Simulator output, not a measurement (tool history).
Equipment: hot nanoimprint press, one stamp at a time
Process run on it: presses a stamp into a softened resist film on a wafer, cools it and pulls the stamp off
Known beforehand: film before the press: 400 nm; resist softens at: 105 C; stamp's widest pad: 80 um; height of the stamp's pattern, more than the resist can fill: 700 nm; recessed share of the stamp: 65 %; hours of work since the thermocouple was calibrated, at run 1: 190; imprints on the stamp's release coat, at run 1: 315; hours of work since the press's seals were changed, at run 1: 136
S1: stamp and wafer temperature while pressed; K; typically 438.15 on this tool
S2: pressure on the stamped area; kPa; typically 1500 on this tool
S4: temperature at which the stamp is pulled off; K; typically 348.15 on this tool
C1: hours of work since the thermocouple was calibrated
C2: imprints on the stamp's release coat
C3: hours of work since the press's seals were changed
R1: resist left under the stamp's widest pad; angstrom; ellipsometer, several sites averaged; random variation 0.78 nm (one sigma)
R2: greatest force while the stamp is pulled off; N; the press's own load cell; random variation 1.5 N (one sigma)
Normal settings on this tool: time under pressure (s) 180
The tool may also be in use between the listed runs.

Run 1, hour 0.0: usual settings; C1 190; C2 315; C3 136. Result: R1 2402 angstrom, R2 209 N.
Run 2, hour 46.9: usual settings but S2 1390 kPa; C1 226; C2 545; C3 173. Result: R1 2463 angstrom, R2 209 N.
At hour 85.0: plate thermocouple calibrated.
At hour 94.4: stamp cleaned and given a new release coat.
Run 3, hour 102.2: usual settings; C1 9; C2 38; C3 209. Result: R1 2403 angstrom, R2 205 N.
Run 4, hour 130.6: usual settings; C1 31; C2 178; C3 231. Result: R1 2414 angstrom, R2 207 N.
Run 5, hour 179.3: usual settings; C1 69; C2 417; C3 269. Result: R1 2401 angstrom, R2 208 N.
Run 6, hour 210.0: usual settings; C1 93; C2 567; C3 293. Result: R1 2430 angstrom, R2 209 N.
At hour 250.5: stamp cleaned and given a new release coat.
Run 7, hour 261.2: usual settings; C1 128; C2 52; C3 329. Result: R1 2413 angstrom, R2 212 N.
Run 8, hour 284.0: usual settings; C1 146; C2 164; C3 347. Result: R1 2436 angstrom, R2 208 N.
Run 9, hour 312.4: usual settings; C1 168; C2 303; C3 369. Result: R1 2444 angstrom, R2 211 N.
Run 10, hour 333.8: usual settings; C1 185; C2 408; C3 385. Result: R1 2421 angstrom, R2 209 N.
Run 11, hour 381.8: usual settings; C1 222; C2 644; C3 423. Result: R1 2426 angstrom, R2 209 N.
At hour 406.2: stamp cleaned and given a new release coat.
At hour 430.6: plate thermocouple calibrated.
Run 12, hour 430.6: usual settings; C1 0; C2 105; C3 454. Result: R1 2441 angstrom, R2 209 N.
At hour 439.3: gauge calibrated.
Run 13, hour 463.4: usual settings; C1 26; C2 266; C3 480. Result: R1 2393 angstrom, R2 210 N.
Run 14, hour 508.6: usual settings; C1 61; C2 488; C3 515. Result: R1 2412 angstrom, R2 205 N.
Run 15, hour 534.8: usual settings but S4 351.15 K; C1 81; C2 617; C3 535. Result: R1 2416 angstrom, R2 194 N.
At hour 564.3: stamp cleaned and given a new release coat.
Run 16, hour 570.6: usual settings but S1 427.15 K, S2 1180 kPa; C1 105; C2 30; C3 559. Result: R1 3648 angstrom, R2 208 N.
At hour 585.9: press's hydraulic seals changed and the load cell set to zero.
Run 17, hour 600.2: usual settings but S1 427.15 K, S2 2200 kPa, time under pressure (s) 97, S4 334.15 K; C1 121; C2 136; C3 11. Result: R1 3616 angstrom, R2 286 N.
Run 18, hour 650.1: usual settings but S1 427.15 K, S2 1030 kPa, time under pressure (s) 303, S4 355.15 K; C1 160; C2 381; C3 50. Result: R1 3531 angstrom, R2 170 N.
Run 19, hour 700.5: usual settings but S1 427.15 K, S2 1030 kPa, time under pressure (s) 303, S4 355.15 K; C1 200; C2 629; C3 89. Result: R1 3527 angstrom, R2 168 N.
At hour 726.3: stamp cleaned and given a new release coat.
Run 20, hour 738.6: usual settings but S1 427.15 K, S2 1030 kPa, time under pressure (s) 303, S4 355.15 K; C1 225; C2 60; C3 115. Result: R1 3543 angstrom, R2 169 N.
At hour 779.8: plate thermocouple calibrated.
Run 21, hour 789.0: usual settings but S1 437.15 K, S2 950 kPa, time under pressure (s) 303, S4 355.15 K; C1 7; C2 293; C3 152. Result: R1 2539 angstrom, R2 171 N.
Run 22, hour 812.8: usual settings but S1 437.15 K, S2 950 kPa, time under pressure (s) 303, S4 355.15 K; C1 26; C2 409; C3 170. Result: R1 2543 angstrom, R2 171 N.
Run 23, hour 858.5: usual settings but S1 428.15 K, S2 990 kPa, time under pressure (s) 159, S4 341.15 K; C1 61; C2 634; C3 206. Result: R1 3747 angstrom, R2 248 N.
At hour 883.6: stamp cleaned and given a new release coat.
Run 24, hour 914.7: usual settings but S1 428.15 K, S2 1580 kPa, time under pressure (s) 90, S4 343.15 K; C1 101; C2 153; C3 245. Result: R1 3779 angstrom, R2 240 N.
Run 25, hour 944.5: usual settings but time under pressure (s) 300, S4 340.15 K; C1 124; C2 299; C3 268. Result: R1 2071 angstrom, R2 256 N.
Run 26, hour 965.5: usual settings but S1 442.15 K, S2 2310 kPa; C1 140; C2 402; C3 285. Result: R1 1643 angstrom, R2 209 N.
Run 27, hour 1012.7: usual settings but S1 442.15 K, S2 2310 kPa; C1 177; C2 634; C3 322. Result: R1 1652 angstrom, R2 207 N.
At hour 1039.6: stamp cleaned and given a new release coat.
Run 28, hour 1048.0: usual settings but S1 436.15 K, S2 2060 kPa, time under pressure (s) 112, S4 350.15 K; C1 200; C2 41; C3 344. Result: R1 2780 angstrom, R2 199 N.

Same runs, no hidden state in the tool, same run-to-run variation:
The hidden state here: true temperature over the reading, C; pressure that arrives at the usual setting, %; grip of the stamp's worn release coat, % over a new coat's; drift of the gauge itself on residual_nm, %; drift of the gauge itself on pull_off_n, %.
run    R1
  1  2401
  2  2456
  3  2391
  4  2399
  5  2380
  6  2405
  7  2383
  8  2403
  9  2407
 10  2381
 11  2381
 12  2395
 13  2390
 14  2403
 15  2404
 16  3626
 17  3591
 18  3497
 19  3484
 20  3494
 21  2500
 22  2500
 23  3677
 24  3699
 25  2022
 26  1602
 27  1607
 28  2702
R2: differs from the measured result by no more than 1 N in any run.

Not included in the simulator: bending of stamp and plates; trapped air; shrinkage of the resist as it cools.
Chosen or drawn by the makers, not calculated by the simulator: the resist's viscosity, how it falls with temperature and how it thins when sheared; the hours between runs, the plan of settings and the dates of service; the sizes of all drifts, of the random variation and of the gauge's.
